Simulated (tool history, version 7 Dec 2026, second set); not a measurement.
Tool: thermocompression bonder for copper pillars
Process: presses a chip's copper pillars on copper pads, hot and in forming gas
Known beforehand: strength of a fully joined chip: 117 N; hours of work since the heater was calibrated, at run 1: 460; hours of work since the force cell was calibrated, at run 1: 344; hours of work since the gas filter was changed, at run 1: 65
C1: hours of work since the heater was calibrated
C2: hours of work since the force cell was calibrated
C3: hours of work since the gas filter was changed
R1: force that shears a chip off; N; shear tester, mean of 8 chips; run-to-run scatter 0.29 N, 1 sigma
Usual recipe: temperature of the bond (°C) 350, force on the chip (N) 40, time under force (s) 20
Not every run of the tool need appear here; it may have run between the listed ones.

{"run": 1, "hour": 0.0, "temperature of the bond (°C)": 350, "force on the chip (N)": 40, "time under force (s)": 20, "C1": 460, "C2": 344, "C3": 65, "R1": 43.2}
{"run": 2, "hour": 12.5, "temperature of the bond (°C)": 349, "force on the chip (N)": 40, "time under force (s)": 20, "C1": 466, "C2": 350, "C3": 71, "R1": 43.6}
{"run": 3, "hour": 26.1, "temperature of the bond (°C)": 350, "force on the chip (N)": 40, "time under force (s)": 20, "C1": 472, "C2": 357, "C3": 78, "R1": 43.7}
{"run": 4, "hour": 44.1, "temperature of the bond (°C)": 350, "force on the chip (N)": 49, "time under force (s)": 20, "C1": 481, "C2": 365, "C3": 87, "R1": 52.3}
{"run": 5, "hour": 60.7, "temperature of the bond (°C)": 350, "force on the chip (N)": 49, "time under force (s)": 20, "C1": 489, "C2": 373, "C3": 95, "R1": 52.1}
{"run": 6, "hour": 75.1, "temperature of the bond (°C)": 350, "force on the chip (N)": 49, "time under force (s)": 20, "C1": 496, "C2": 380, "C3": 102, "R1": 52.0}
{"run": 7, "hour": 87.9, "temperature of the bond (°C)": 350, "force on the chip (N)": 49, "time under force (s)": 20, "C1": 502, "C2": 387, "C3": 108, "R1": 52.7}
{"run": 8, "hour": 100.0, "temperature of the bond (°C)": 332, "force on the chip (N)": 40, "time under force (s)": 20, "C1": 508, "C2": 392, "C3": 114, "R1": 36.1}
{"run": 9, "hour": 110.9, "temperature of the bond (°C)": 332, "force on the chip (N)": 31, "time under force (s)": 20, "C1": 513, "C2": 398, "C3": 119, "R1": 28.3}
{"run": 10, "hour": 119.7, "temperature of the bond (°C)": 332, "force on the chip (N)": 31, "time under force (s)": 20, "C1": 518, "C2": 402, "C3": 123, "R1": 28.7}
{"run": 11, "hour": 130.8, "temperature of the bond (°C)": 350, "force on the chip (N)": 40, "time under force (s)": 20, "C1": 523, "C2": 407, "C3": 129, "R1": 44.1}
{"run": 12, "hour": 141.9, "temperature of the bond (°C)": 350, "force on the chip (N)": 40, "time under force (s)": 20, "C1": 528, "C2": 413, "C3": 134, "R1": 43.8}
{"run": 13, "hour": 157.1, "temperature of the bond (°C)": 350, "force on the chip (N)": 40, "time under force (s)": 38, "C1": 536, "C2": 420, "C3": 141, "R1": 55.2}
{"hour": 160.9, "done": "heater calibrated with a thermocouple chip"}
{"run": 14, "hour": 172.1, "temperature of the bond (°C)": 350, "force on the chip (N)": 40, "time under force (s)": 20, "C1": 5, "C2": 426, "C3": 148, "R1": 43.9}
{"run": 15, "hour": 184.7, "temperature of the bond (°C)": 350, "force on the chip (N)": 40, "time under force (s)": 20, "C1": 11, "C2": 432, "C3": 154, "R1": 44.3}
{"run": 16, "hour": 195.3, "temperature of the bond (°C)": 350, "force on the chip (N)": 40, "time under force (s)": 20, "C1": 17, "C2": 438, "C3": 159, "R1": 43.9}
{"run": 17, "hour": 211.2, "temperature of the bond (°C)": 350, "force on the chip (N)": 57, "time under force (s)": 20, "C1": 24, "C2": 445, "C3": 166, "R1": 59.3}
{"run": 18, "hour": 227.9, "temperature of the bond (°C)": 350, "force on the chip (N)": 40, "time under force (s)": 20, "C1": 32, "C2": 453, "C3": 175, "R1": 44.3}
{"run": 19, "hour": 237.0, "temperature of the bond (°C)": 328, "force on the chip (N)": 40, "time under force (s)": 20, "C1": 37, "C2": 458, "C3": 179, "R1": 35.0}
{"run": 20, "hour": 251.0, "temperature of the bond (°C)": 350, "force on the chip (N)": 40, "time under force (s)": 20, "C1": 44, "C2": 464, "C3": 186, "R1": 44.2}
{"run": 21, "hour": 266.3, "temperature of the bond (°C)": 350, "force on the chip (N)": 45, "time under force (s)": 12, "C1": 51, "C2": 472, "C3": 193, "R1": 40.4}
{"hour": 274.3, "done": "heater calibrated with a thermocouple chip, once more"}
{"run": 22, "hour": 279.9, "temperature of the bond (°C)": 343, "force on the chip (N)": 39, "time under force (s)": 20, "C1": 3, "C2": 477, "C3": 199, "R1": 37.3}
{"run": 23, "hour": 296.8, "temperature of the bond (°C)": 336, "force on the chip (N)": 32, "time under force (s)": 19, "C1": 11, "C2": 486, "C3": 207, "R1": 27.6}
{"run": 24, "hour": 309.3, "temperature of the bond (°C)": 332, "force on the chip (N)": 33, "time under force (s)": 29, "C1": 17, "C2": 492, "C3": 213, "R1": 32.0}
{"run": 25, "hour": 324.3, "temperature of the bond (°C)": 332, "force on the chip (N)": 33, "time under force (s)": 29, "C1": 24, "C2": 499, "C3": 220, "R1": 32.4}
{"run": 26, "hour": 339.8, "temperature of the bond (°C)": 370, "force on the chip (N)": 33, "time under force (s)": 33, "C1": 32, "C2": 506, "C3": 228, "R1": 50.5}
{"run": 27, "hour": 355.8, "temperature of the bond (°C)": 343, "force on the chip (N)": 24, "time under force (s)": 15, "C1": 39, "C2": 514, "C3": 235, "R1": 20.0}
{"run": 28, "hour": 368.2, "temperature of the bond (°C)": 364, "force on the chip (N)": 37, "time under force (s)": 20, "C1": 45, "C2": 520, "C3": 241, "R1": 43.7}
{"run": 29, "hour": 378.1, "temperature of the bond (°C)": 368, "force on the chip (N)": 47, "time under force (s)": 11, "C1": 50, "C2": 525, "C3": 246, "R1": 45.1}
{"run": 30, "hour": 396.5, "temperature of the bond (°C)": 320, "force on the chip (N)": 47, "time under force (s)": 11, "C1": 59, "C2": 534, "C3": 255, "R1": 25.4}
{"run": 31, "hour": 416.1, "temperature of the bond (°C)": 357, "force on the chip (N)": 40, "time under force (s)": 20, "C1": 69, "C2": 543, "C3": 265, "R1": 43.4}
{"run": 32, "hour": 426.3, "temperature of the bond (°C)": 321, "force on the chip (N)": 32, "time under force (s)": 20, "C1": 73, "C2": 548, "C3": 269, "R1": 23.2}
{"run": 33, "hour": 438.9, "temperature of the bond (°C)": 350, "force on the chip (N)": 27, "time under force (s)": 11, "C1": 80, "C2": 554, "C3": 275, "R1": 21.5}
{"run": 34, "hour": 454.6, "temperature of the bond (°C)": 350, "force on the chip (N)": 26, "time under force (s)": 20, "C1": 87, "C2": 562, "C3": 283, "R1": 27.1}
{"run": 35, "hour": 470.9, "temperature of the bond (°C)": 350, "force on the chip (N)": 26, "time under force (s)": 20, "C1": 95, "C2": 570, "C3": 291, "R1": 27.1}
{"run": 36, "hour": 488.9, "temperature of the bond (°C)": 350, "force on the chip (N)": 26, "time under force (s)": 20, "C1": 104, "C2": 578, "C3": 300, "R1": 27.3}
{"run": 37, "hour": 505.5, "temperature of the bond (°C)": 350, "force on the chip (N)": 26, "time under force (s)": 20, "C1": 112, "C2": 586, "C3": 308, "R1": 26.9}
{"run": 38, "hour": 520.6, "temperature of the bond (°C)": 350, "force on the chip (N)": 26, "time under force (s)": 20, "C1": 119, "C2": 594, "C3": 315, "R1": 26.8}
{"run": 39, "hour": 531.5, "temperature of the bond (°C)": 350, "force on the chip (N)": 51, "time under force (s)": 22, "C1": 124, "C2": 599, "C3": 320, "R1": 52.0}

How would selected steps in R1 from run to run divide? Give the signed amount a tool lacking its hidden state would still show from settings, what came in and random variation, and the signed amount left for the hidden state, including any gauge scatter that is not in both of the compared results.
The tool's hidden condition here consists of: true temperature of the bond over the reading, C; force that reaches the chip, % of what is set; oxide that the forming gas leaves, % of the face; drift of the gauge itself on shear_n, %.
Run 21 -> 22: temperature of the bond (°C) 350 -> 343, force on the chip (N) 45 -> 39, time under force (s) 12 -> 20, heater calibrated with a thermocouple chip, once more. R1 -3.1 N: hidden state -3.3, all else +0.2.
Run 26 -> 27: temperature of the bond (°C) 370 -> 343, force on the chip (N) 33 -> 24, time under force (s) 33 -> 15. R1 -30.5 N: hidden state +1.3, all else -31.8.
Run 27 -> 28: temperature of the bond (°C) 343 -> 364, force on the chip (N) 24 -> 37, time under force (s) 15 -> 20. R1 +23.7 N: hidden state -1.1, all else +24.8.
Run 38 -> 39: force on the chip (N) 26 -> 51, time under force (s) 20 -> 22. R1 +25.2 N: hidden state -1.1, all else +26.3.
